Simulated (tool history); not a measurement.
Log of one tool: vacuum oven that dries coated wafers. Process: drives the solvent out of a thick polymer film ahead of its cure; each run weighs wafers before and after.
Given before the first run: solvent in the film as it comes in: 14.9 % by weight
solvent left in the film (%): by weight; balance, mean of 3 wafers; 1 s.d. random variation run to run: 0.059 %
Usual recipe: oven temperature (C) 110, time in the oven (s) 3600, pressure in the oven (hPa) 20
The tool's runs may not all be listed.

| run | hour | oven temperature (C) | time in the oven (s) | pressure in the oven (hPa) | solvent left in the film (%) |
|---|---|---|---|---|---|
| 1 | 0 | 110 | 3600 | 20 | 3.55 |
| 2 | 6.5 | 117 | 3600 | 20 | 2.29 |
| 3 | 13.3 | 117 | 3060 | 20 | 2.87 |
| 4 | 24.1 | 110 | 3600 | 20 | 3.57 |
| 5 | 33 | 124 | 3600 | 20 | 1.32 |
| 6 | 40.4 | 124 | 3600 | 20 | 1.23 |
| 7 | 52.6 | 124 | 3600 | 20 | 1.42 |
| 8 | 58.8 | 124 | 3600 | 20 | 1.36 |
| 9 | 69.1 | 124 | 3600 | 20 | 1.17 |
| 10 | 82.4 | 124 | 3600 | 20 | 1.23 |
| 11 | 95.9 | 124 | 3600 | 20 | 1.29 |
| 12 | 105.1 | 124 | 3600 | 20 | 1.25 |
| 13 | 113.4 | 110 | 2820 | 20 | 4.57 |
| 14 | 126.9 | 110 | 2820 | 20 | 4.54 |
| 15 | 133.4 | 97 | 6480 | 17.7 | 3.86 |
| 16 | 139.9 | 97 | 6480 | 17.7 | 3.84 |
| 17 | 149.6 | 118 | 1920 | 24.4 | 4.57 |
| 18 | 157.8 | 117 | 1920 | 61.4 | 5.58 |
| 19 | 168 | 96 | 3660 | 61.4 | 7.78 |
| 20 | 181.6 | 100 | 4020 | 70.4 | 6.82 |
| 21 | 193.3 | 117 | 4560 | 60.1 | 2.64 |
| 22 | 200 | 108 | 4560 | 57.3 | 4.06 |
| 23 | 207.4 | 116 | 2100 | 15.7 | 4.54 |
| 24 | 219.3 | 116 | 2100 | 15.7 | 4.59 |
| 25 | 225.6 | 100 | 2340 | 15.7 | 7.43 |
| 26 | 234.4 | 110 | 3600 | 50 | 4.41 |

Consider 5 possible next runs. They are alternatives, not a sequence: every one starts from the tool as it was left by run 26. What does each give?
| A | 245.6 | 104 | 3600 | 50 | ? |
| B | 245.6 | 109 | 3600 | 20 | ? |
| C | 245.6 | 100 | 3600 | 38.5 | ? |
| D | 245.6 | 110 | 6120 | 15.6 | ? |
| E | 245.6 | 104 | 4680 | 10.3 | ? |

| run | solvent left in the film (%) |
|---|---|
| A | 5.67 |
| B | 3.85 |
| C | 6.41 |
| D | 1.66 |
| E | 3.55 |
Without the tool's unlogged condition, the same runs would have read:
| run | solvent left in the film (%) |
|---|---|
| A | 5.68 |
| B | 3.86 |
| C | 6.43 |
| D | 1.67 |
| E | 3.56 |
